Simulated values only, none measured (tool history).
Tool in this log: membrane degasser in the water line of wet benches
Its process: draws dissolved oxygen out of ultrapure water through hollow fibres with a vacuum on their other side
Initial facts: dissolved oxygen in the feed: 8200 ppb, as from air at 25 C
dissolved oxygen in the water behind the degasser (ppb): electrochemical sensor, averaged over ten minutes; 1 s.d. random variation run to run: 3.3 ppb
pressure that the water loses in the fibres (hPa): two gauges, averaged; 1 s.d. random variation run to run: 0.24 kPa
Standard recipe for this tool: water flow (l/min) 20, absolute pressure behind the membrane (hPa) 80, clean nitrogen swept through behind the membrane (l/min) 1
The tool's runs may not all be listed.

run	day	water flow (l/min)	absolute pressure behind the membrane (hPa)	clean nitrogen swept through behind the membrane (l/min)	dissolved oxygen in the water behind the degasser (ppb)	pressure that the water loses in the fibres (hPa)
1	0	20	80	1	321.5	610.9
2	2.129	20	80	1	329.1	611.8
3	5.754	20	80	1	324	613.7
4	9.321	20	80	1	328.2	614.2
5	11.425	14	80	1	173.4	429.4
6	14.062	30	80	1	721.1	915.8
7	17.921	30	145.4	1	1050.1	924.1
8	20.05	30	145.4	1.35	933.8	920.7
9	24.258	20	66	1	277.2	612.7
10	27.925	20	66	1	271.9	614.2
11	31.383	20	80	1	334.1	614.1
12	34.917	14	80	1	176.6	428.1
13	37.683	14	80	1	180.1	430.6
14	39.954	20	80	1	330.5	613.2
15	43.583	20	80	1	331.2	614.8
16	46.092	20	80	1	333.6	615.9
17	49.467	20	80	1	326.5	613.1
18	51.208	17	56.3	1	160.5	522.6
19	54.979	29	127.6	1.34	812.9	887.2
20	58.738	18	111.1	0.7	497.5	549.6
21	62.692	18	55	0.47	259.2	554
22	66.096	24	148.8	1.49	628.9	736.2
23	69.896	22	78	2.61	267.3	675.4
24	72.533	18	80	0.78	312.8	553.6
25	74.592	22	87.1	1	433.3	673.9
26	76.925	22	87.1	1	428.2	676.3
# day 78.162: vacuum gauge calibrated
27	79.758	22	87.1	1	428	677.4
28	82.588	18	66.3	1.87	159.5	549.7
29	86.312	28	66.3	0.67	628	858.8
30	88.917	20	80	1.84	246.3	610.2
31	90.683	24	65.1	1.15	381.6	736.4

Branching from run 31: 3 alternative next runs. What would each branch give?
A	92.796	19	55.5	2.63	?	?
B	92.796	29	80	1.45	?	?
C	92.796	24	65.1	0.43	?	?

run	dissolved oxygen in the water behind the degasser (ppb)	pressure that the water loses in the fibres (hPa)
A	146.4	580.8
B	600.9	890.4
C	560.6	735.9
Without the tool's hidden state the same runs would have given:
run	dissolved oxygen in the water behind the degasser (ppb)	pressure that the water loses in the fibres (hPa)
A	146.2	580.6
B	600.5	890.1
C	560.4	735.6
